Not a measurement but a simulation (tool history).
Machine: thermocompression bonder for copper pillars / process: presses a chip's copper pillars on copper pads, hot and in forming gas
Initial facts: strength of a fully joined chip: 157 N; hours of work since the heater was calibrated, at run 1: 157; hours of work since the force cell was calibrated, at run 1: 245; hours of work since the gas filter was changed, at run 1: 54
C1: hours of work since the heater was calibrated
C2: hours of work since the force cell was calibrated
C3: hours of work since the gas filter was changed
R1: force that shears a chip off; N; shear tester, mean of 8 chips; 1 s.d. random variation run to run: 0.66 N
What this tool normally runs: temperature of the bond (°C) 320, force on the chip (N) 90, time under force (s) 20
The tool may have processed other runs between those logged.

run 1 day=0 | temperature_of_the_bond_(°C)=320 force_on_the_chip_(N)=90 time_under_force_(s)=20 | C1=157 C2=245 C3=54 | R1=93.6
run 2 day=0.183 | temperature_of_the_bond_(°C)=320 force_on_the_chip_(N)=54 time_under_force_(s)=20 | C1=160 C2=249 C3=57 | R1=61.8
run 3 day=0.429 | temperature_of_the_bond_(°C)=303 force_on_the_chip_(N)=90 time_under_force_(s)=20 | C1=165 C2=253 C3=61 | R1=78.8
run 4 day=0.692 | temperature_of_the_bond_(°C)=303 force_on_the_chip_(N)=90 time_under_force_(s)=20 | C1=170 C2=258 C3=66 | R1=79.3
run 5 day=0.862 | temperature_of_the_bond_(°C)=303 force_on_the_chip_(N)=90 time_under_force_(s)=20 | C1=173 C2=261 C3=69 | R1=79.8
run 6 day=1.238 | temperature_of_the_bond_(°C)=320 force_on_the_chip_(N)=90 time_under_force_(s)=20 | C1=180 C2=268 C3=76 | R1=94.2
run 7 day=1.625 | temperature_of_the_bond_(°C)=338 force_on_the_chip_(N)=120 time_under_force_(s)=55 | C1=187 C2=275 C3=83 | R1=143.4
-- day=1.738 heater calibrated with a thermocouple chip
run 8 day=1.967 | temperature_of_the_bond_(°C)=347 force_on_the_chip_(N)=91 time_under_force_(s)=26 | C1=4 C2=280 C3=88 | R1=121.5
run 9 day=2.271 | temperature_of_the_bond_(°C)=347 force_on_the_chip_(N)=91 time_under_force_(s)=26 | C1=10 C2=285 C3=94 | R1=122.5
run 10 day=2.558 | temperature_of_the_bond_(°C)=347 force_on_the_chip_(N)=91 time_under_force_(s)=26 | C1=15 C2=291 C3=99 | R1=120.9
run 11 day=2.738 | temperature_of_the_bond_(°C)=312 force_on_the_chip_(N)=69 time_under_force_(s)=20 | C1=18 C2=294 C3=102 | R1=70.5

4 ways to go on from here, each from the tool as it stands after run 11. What would each give?
run A day=2.988 | temperature_of_the_bond_(°C)=327 force_on_the_chip_(N)=69 time_under_force_(s)=20 | C1=23 C2=299 C3=107 | R1=?
run B day=2.988 | temperature_of_the_bond_(°C)=332 force_on_the_chip_(N)=93 time_under_force_(s)=13 | C1=23 C2=299 C3=107 | R1=?
run C day=2.988 | temperature_of_the_bond_(°C)=350 force_on_the_chip_(N)=73 time_under_force_(s)=38 | C1=23 C2=299 C3=107 | R1=?
run D day=2.988 | temperature_of_the_bond_(°C)=345 force_on_the_chip_(N)=69 time_under_force_(s)=21 | C1=23 C2=299 C3=107 | R1=?

run=A R1=82.3
run=B R1=92.5
run=C R1=120.3
run=D R1=97.5
Take away the tool's hidden state, keep each run's random variation, and the runs would have read:
run=A R1=83.8
run=B R1=94.3
run=C R1=122.9
run=D R1=99.4
